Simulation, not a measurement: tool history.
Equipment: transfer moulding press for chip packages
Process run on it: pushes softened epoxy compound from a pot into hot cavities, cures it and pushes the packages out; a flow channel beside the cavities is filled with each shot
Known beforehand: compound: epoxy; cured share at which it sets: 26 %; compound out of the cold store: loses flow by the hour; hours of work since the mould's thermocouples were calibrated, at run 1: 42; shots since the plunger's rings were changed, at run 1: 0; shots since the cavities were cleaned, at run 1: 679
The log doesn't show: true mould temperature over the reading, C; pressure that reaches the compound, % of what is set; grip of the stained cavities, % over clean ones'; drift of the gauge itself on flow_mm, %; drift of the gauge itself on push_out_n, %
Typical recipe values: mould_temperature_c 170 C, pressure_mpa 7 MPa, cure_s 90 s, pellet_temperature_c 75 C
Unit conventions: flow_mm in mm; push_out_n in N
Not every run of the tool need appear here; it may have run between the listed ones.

run	hour	mould_temperature_c	pressure_mpa	cure_s	pellet_temperature_c	hours of work since the mould's thermocouples were calibrated	shots since the plunger's rings were changed	shots since the cavities were cleaned	incoming compound's hours out of the cold store	flow_mm	push_out_n
1	0	170	7	90	75	42	0	679	10.5	778	1133
# hour 6.7: cavities cleaned with cleaning compound and waxed
2	13.4	175	7	90	75	49	140	79	46.7	581	1113
3	35.4	170	7	90	75	62	401	340	32.2	642	1390
# hour 48.2: cavities cleaned with cleaning compound and waxed, once more
4	55.9	170	7	90	75	73	625	91	45.2	598	640
5	70.9	170	7	90	75	82	802	268	31.8	647	789
6	96.5	170	6.04	90	75	97	1104	570	34.1	594	970
# hour 111.2: cavities cleaned with cleaning compound and waxed
7	117.8	170	7	90	84	108	1339	78	45.6	586	606
8	134.2	170	7	90	84	118	1533	272	46.6	573	775
9	148.3	170	7	90	75	126	1699	438	12.6	735	1020
10	170.6	170	7	90	75	139	1963	702	34.2	626	1067
# hour 174: cavities cleaned with cleaning compound and waxed
11	193.7	162	7	90	75	152	2218	232	36	623	1333
12	211.7	170	7	90	80	162	2431	445	19.2	702	894
# hour 237.2: cavities cleaned with cleaning compound and waxed
13	238.1	170	7	90	75	177	2725	10	27.8	636	587
14	259.4	170	7	90	75	189	2978	263	30	631	796
15	274.6	170	7	129	73	198	3157	442	12.2	722	675
# hour 299.1: plunger's sealing rings changed
# hour 302.8: cavities cleaned with cleaning compound and waxed
16	303.6	163	5.7	109	73	213	36	10	26.8	634	614
17	324.3	163	5.7	109	73	225	281	255	11.6	705	927
18	338.3	163	5.7	109	73	233	446	420	39.8	559	922
19	357.2	163	5.7	109	73	244	670	644	19.5	655	1116
# hour 366.2: cavities cleaned with cleaning compound and waxed
20	372	178	7	96	65	252	826	68	8.6	757	475
21	386	174	5.55	81	72	260	992	234	13.9	656	789
22	410.9	174	5.55	81	72	274	1286	528	34.2	556	938
23	422.7	174	8.12	81	66	281	1427	669	19.8	743	1025
# hour 429.6: cavities cleaned with cleaning compound and waxed
24	439.3	171	7	90	66	290	1604	114	9	756	697
25	457.1	168	8.59	73	75	300	1814	324	10.5	839	1779
26	482	168	8.59	73	75	315	2109	619	12.6	820	2064
# hour 492.1: cavities cleaned with cleaning compound and waxed
27	501.7	168	8.59	73	75	325	2325	114	28	729	1285

Forecast each of these 5 alternatives for the next run:
A	523	170	7.94	90	75	338	2577	366	38.7	?	?
B	523	172	7	90	75	338	2577	366	23.5	?	?
C	523	163	8.45	90	75	338	2577	366	23.6	?	?
D	523	168	8.59	73	85	338	2577	366	39.9	?	?
E	523	176	8.59	73	69	338	2577	366	18.6	?	?

run	flow_mm	push_out_n
A	624	868
B	663	813
C	756	1478
D	649	1536
E	766	1014
What these runs would have given with no unlogged condition in the tool:
run	flow_mm	push_out_n
A	661	551
B	702	515
C	800	954
D	688	985
E	811	649

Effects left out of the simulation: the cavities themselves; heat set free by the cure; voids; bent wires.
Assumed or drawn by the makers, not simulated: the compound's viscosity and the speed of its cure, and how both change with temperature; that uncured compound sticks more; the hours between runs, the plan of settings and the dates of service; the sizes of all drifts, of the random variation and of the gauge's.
